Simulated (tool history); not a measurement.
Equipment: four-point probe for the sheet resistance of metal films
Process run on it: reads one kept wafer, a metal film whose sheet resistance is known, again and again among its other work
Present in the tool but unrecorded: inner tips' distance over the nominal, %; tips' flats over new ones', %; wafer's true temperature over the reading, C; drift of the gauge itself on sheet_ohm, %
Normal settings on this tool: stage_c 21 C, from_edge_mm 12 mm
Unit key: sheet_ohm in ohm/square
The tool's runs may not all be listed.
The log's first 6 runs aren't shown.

| run | hour | stage_c | from_edge_mm | touches since the probe head was changed | hours of work since the stage's thermometer was calibrated | sheet_ohm |
|---|---|---|---|---|---|---|
| 7 | 147.6 | 22 | 8 | 51349 | 1261 | 21.251341 |
| 8 | 167.4 | 22 | 8 | 52098 | 1274 | 21.248966 |
| 9 | 186.2 | 22 | 8 | 52804 | 1286 | 21.242965 |
| 10 | 220.8 | 22 | 8 | 54107 | 1308 | 21.233659 |
| 11 | 240.8 | 22 | 8 | 54859 | 1321 | 21.237191 |
| 12 | 258.3 | 22 | 8 | 55520 | 1332 | 21.23263 |
| 13 | 289.8 | 22 | 8 | 56707 | 1353 | 21.230408 |
| 14 | 311.3 | 22 | 8 | 57516 | 1366 | 21.227216 |
| 15 | 332.5 | 22 | 8 | 58312 | 1380 | 21.21939 |
| 16 | 358.5 | 26 | 17 | 59293 | 1397 | 21.187322 |
|  | 376.6 | stage's thermometer calibrated |
| 17 | 388.4 | 35 | 6 | 60400 | 8 | 21.375222 |
| 18 | 403.5 | 19 | 4 | 60969 | 17 | 21.440946 |
| 19 | 419.8 | 25 | 3 | 61583 | 28 | 21.679569 |
| 20 | 446.6 | 29 | 6 | 62591 | 45 | 21.322141 |
| 21 | 477.3 | 34 | 10 | 63749 | 65 | 21.261262 |
| 22 | 505.5 | 26 | 23 | 64810 | 83 | 21.183017 |
| 23 | 539.7 | 21 | 25 | 66099 | 105 | 21.15091 |
| 24 | 570.2 | 21 | 25 | 67248 | 124 | 21.151131 |
| 25 | 594.6 | 21 | 25 | 68167 | 140 | 21.145908 |
| 26 | 623.3 | 21 | 25 | 69248 | 158 | 21.151651 |
| 27 | 650.3 | 18 | 35 | 70265 | 176 | 21.123772 |
| 28 | 669.1 | 29 | 23 | 70970 | 188 | 21.177433 |
| 29 | 701.9 | 33 | 73 | 72206 | 209 | 21.180253 |
| 30 | 736.7 | 33 | 25 | 73517 | 231 | 21.186611 |

Alternative continuations, all from the tool just after run 30; predict every row:
| A | 760.1 | 18 | 35 | 74399 | 246 | ? |
| B | 760.1 | 29 | 25 | 74399 | 246 | ? |
| C | 760.1 | 19 | 37 | 74399 | 246 | ? |

| run | sheet_ohm |
|---|---|
| A | 21.115092 |
| B | 21.17159 |
| C | 21.1199 |
Without the tool's hidden state the same runs would have given:
| run | sheet_ohm |
|---|---|
| A | 21.373352 |
| B | 21.430409 |
| C | 21.378208 |

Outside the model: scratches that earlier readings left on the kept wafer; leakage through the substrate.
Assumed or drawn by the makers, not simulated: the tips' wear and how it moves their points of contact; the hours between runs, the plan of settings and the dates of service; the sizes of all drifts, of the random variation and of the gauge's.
